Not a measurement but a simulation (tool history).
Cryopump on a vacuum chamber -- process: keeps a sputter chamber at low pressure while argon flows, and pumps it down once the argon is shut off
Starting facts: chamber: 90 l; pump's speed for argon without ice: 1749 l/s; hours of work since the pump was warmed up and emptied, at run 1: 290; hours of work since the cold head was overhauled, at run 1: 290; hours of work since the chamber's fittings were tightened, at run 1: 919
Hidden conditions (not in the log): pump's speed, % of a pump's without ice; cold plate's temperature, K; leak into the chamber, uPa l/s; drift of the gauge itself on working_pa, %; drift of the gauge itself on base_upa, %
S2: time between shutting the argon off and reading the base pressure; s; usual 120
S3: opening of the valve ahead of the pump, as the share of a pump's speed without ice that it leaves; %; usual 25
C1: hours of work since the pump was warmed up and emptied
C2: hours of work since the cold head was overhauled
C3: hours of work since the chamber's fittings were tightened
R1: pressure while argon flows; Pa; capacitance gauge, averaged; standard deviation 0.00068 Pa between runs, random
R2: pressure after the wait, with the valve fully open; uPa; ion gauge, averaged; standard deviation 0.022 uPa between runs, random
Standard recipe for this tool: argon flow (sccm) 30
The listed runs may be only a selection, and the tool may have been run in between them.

{"run": 1, "day": 0.0, "argon flow (sccm)": 30, "S2": 120, "S3": 25, "C1": 290, "C2": 290, "C3": 919, "R1": 0.1202, "R2": 0.8}
{"run": 2, "day": 1.838, "argon flow (sccm)": 30, "S2": 120, "S3": 25, "C1": 317, "C2": 317, "C3": 946, "R1": 0.1209, "R2": 0.85}
{"run": 3, "day": 3.617, "argon flow (sccm)": 30, "S2": 42, "S3": 25, "C1": 344, "C2": 344, "C3": 972, "R1": 0.1219, "R2": 1.66}
{"run": 4, "day": 4.875, "argon flow (sccm)": 30, "S2": 120, "S3": 25, "C1": 362, "C2": 362, "C3": 991, "R1": 0.1228, "R2": 0.84}
{"run": 5, "day": 6.117, "argon flow (sccm)": 30, "S2": 84, "S3": 25, "C1": 381, "C2": 381, "C3": 1010, "R1": 0.1219, "R2": 1.08}
{"run": 6, "day": 7.058, "argon flow (sccm)": 30, "S2": 84, "S3": 25, "C1": 395, "C2": 395, "C3": 1024, "R1": 0.1239, "R2": 1.05}
{"run": 7, "day": 8.142, "argon flow (sccm)": 30, "S2": 84, "S3": 25, "C1": 411, "C2": 411, "C3": 1040, "R1": 0.1238, "R2": 1.09}
{"run": 8, "day": 9.017, "argon flow (sccm)": 30, "S2": 84, "S3": 25, "C1": 424, "C2": 424, "C3": 1053, "R1": 0.1225, "R2": 1.12}
{"day": 10.171, "done": "pump warmed up, emptied and cooled again"}
{"run": 9, "day": 10.446, "argon flow (sccm)": 30, "S2": 120, "S3": 25, "C1": 4, "C2": 442, "C3": 1071, "R1": 0.1157, "R2": 0.83}
{"run": 10, "day": 11.196, "argon flow (sccm)": 30, "S2": 210, "S3": 25, "C1": 15, "C2": 453, "C3": 1082, "R1": 0.1166, "R2": 0.62}
{"run": 11, "day": 12.254, "argon flow (sccm)": 30, "S2": 210, "S3": 25, "C1": 31, "C2": 469, "C3": 1098, "R1": 0.1164, "R2": 0.63}
{"run": 12, "day": 13.508, "argon flow (sccm)": 30, "S2": 210, "S3": 25, "C1": 50, "C2": 487, "C3": 1116, "R1": 0.1169, "R2": 0.65}
{"run": 13, "day": 14.567, "argon flow (sccm)": 30, "S2": 210, "S3": 25, "C1": 65, "C2": 503, "C3": 1132, "R1": 0.1162, "R2": 0.64}
{"run": 14, "day": 16.092, "argon flow (sccm)": 30, "S2": 210, "S3": 25, "C1": 88, "C2": 526, "C3": 1155, "R1": 0.1176, "R2": 0.64}
{"run": 15, "day": 17.65, "argon flow (sccm)": 30, "S2": 120, "S3": 25, "C1": 111, "C2": 549, "C3": 1178, "R1": 0.1189, "R2": 0.83}
{"run": 16, "day": 18.917, "argon flow (sccm)": 30, "S2": 120, "S3": 25, "C1": 130, "C2": 568, "C3": 1197, "R1": 0.1182, "R2": 0.8}
{"run": 17, "day": 19.954, "argon flow (sccm)": 30, "S2": 120, "S3": 25, "C1": 145, "C2": 583, "C3": 1212, "R1": 0.1177, "R2": 0.88}
{"run": 18, "day": 21.646, "argon flow (sccm)": 30, "S2": 120, "S3": 25, "C1": 170, "C2": 608, "C3": 1237, "R1": 0.1189, "R2": 0.85}
{"run": 19, "day": 22.767, "argon flow (sccm)": 30, "S2": 120, "S3": 25, "C1": 187, "C2": 625, "C3": 1254, "R1": 0.1188, "R2": 0.85}
{"run": 20, "day": 23.621, "argon flow (sccm)": 33, "S2": 249, "S3": 41, "C1": 200, "C2": 638, "C3": 1266, "R1": 0.082, "R2": 0.66}
{"run": 21, "day": 24.983, "argon flow (sccm)": 25, "S2": 249, "S3": 41, "C1": 220, "C2": 658, "C3": 1287, "R1": 0.0619, "R2": 0.67}
{"run": 22, "day": 26.571, "argon flow (sccm)": 12, "S2": 98, "S3": 25, "C1": 244, "C2": 681, "C3": 1310, "R1": 0.0486, "R2": 0.99}
{"run": 23, "day": 27.912, "argon flow (sccm)": 12, "S2": 98, "S3": 25, "C1": 263, "C2": 701, "C3": 1330, "R1": 0.048, "R2": 1}
{"run": 24, "day": 29.708, "argon flow (sccm)": 12, "S2": 98, "S3": 25, "C1": 290, "C2": 728, "C3": 1357, "R1": 0.0477, "R2": 1}
{"run": 25, "day": 31.538, "argon flow (sccm)": 12, "S2": 102, "S3": 25, "C1": 317, "C2": 755, "C3": 1384, "R1": 0.0485, "R2": 1.01}
{"run": 26, "day": 32.933, "argon flow (sccm)": 22, "S2": 43, "S3": 20, "C1": 338, "C2": 776, "C3": 1405, "R1": 0.1113, "R2": 1.78}
{"run": 27, "day": 34.754, "argon flow (sccm)": 22, "S2": 43, "S3": 20, "C1": 365, "C2": 803, "C3": 1432, "R1": 0.1109, "R2": 1.73}
{"run": 28, "day": 35.929, "argon flow (sccm)": 21, "S2": 120, "S3": 53, "C1": 382, "C2": 820, "C3": 1449, "R1": 0.0426, "R2": 0.93}
{"run": 29, "day": 37.567, "argon flow (sccm)": 38, "S2": 29, "S3": 27, "C1": 407, "C2": 845, "C3": 1473, "R1": 0.1448, "R2": 2.34}
{"run": 30, "day": 38.425, "argon flow (sccm)": 24, "S2": 51, "S3": 17, "C1": 420, "C2": 857, "C3": 1486, "R1": 0.1422, "R2": 1.58}
{"run": 31, "day": 39.388, "argon flow (sccm)": 27, "S2": 120, "S3": 18, "C1": 434, "C2": 872, "C3": 1501, "R1": 0.1532, "R2": 0.99}
{"day": 39.829, "done": "pump warmed up, emptied and cooled again"}
{"run": 32, "day": 40.679, "argon flow (sccm)": 27, "S2": 120, "S3": 18, "C1": 13, "C2": 888, "C3": 1517, "R1": 0.1465, "R2": 0.9}
{"run": 33, "day": 42.021, "argon flow (sccm)": 39, "S2": 99, "S3": 22, "C1": 33, "C2": 908, "C3": 1537, "R1": 0.1737, "R2": 0.99}
{"run": 34, "day": 42.792, "argon flow (sccm)": 34, "S2": 254, "S3": 41, "C1": 44, "C2": 919, "C3": 1548, "R1": 0.0811, "R2": 0.65}
{"run": 35, "day": 43.688, "argon flow (sccm)": 38, "S2": 254, "S3": 26, "C1": 57, "C2": 932, "C3": 1561, "R1": 0.1436, "R2": 0.68}

How would selected steps in R1 from run to run divide? Give the signed amount a tool lacking its hidden state would still show from settings, what came in and random variation, and the signed amount left for the hidden state, including any gauge scatter that is not in both of the compared results.
Run 8 -> 9: S2 84 -> 120, pump warmed up, emptied and cooled again. R1 -0.0068 Pa: hidden state -0.0067, all else -0.0001.
Run 27 -> 28: argon flow (sccm) 22 -> 21, S2 43 -> 120, S3 20 -> 53. R1 -0.0683 Pa: hidden state +0, all else -0.0683.
Run 28 -> 29: argon flow (sccm) 21 -> 38, S2 120 -> 29, S3 53 -> 27. R1 +0.1022 Pa: hidden state +0.0044, all else +0.0978.
Run 31 -> 32: pump warmed up, emptied and cooled again. R1 -0.0067 Pa: hidden state -0.0065, all else -0.0002.
Run 33 -> 34: argon flow (sccm) 39 -> 34, S2 99 -> 254, S3 22 -> 41. R1 -0.0926 Pa: hidden state +0, all else -0.0926.
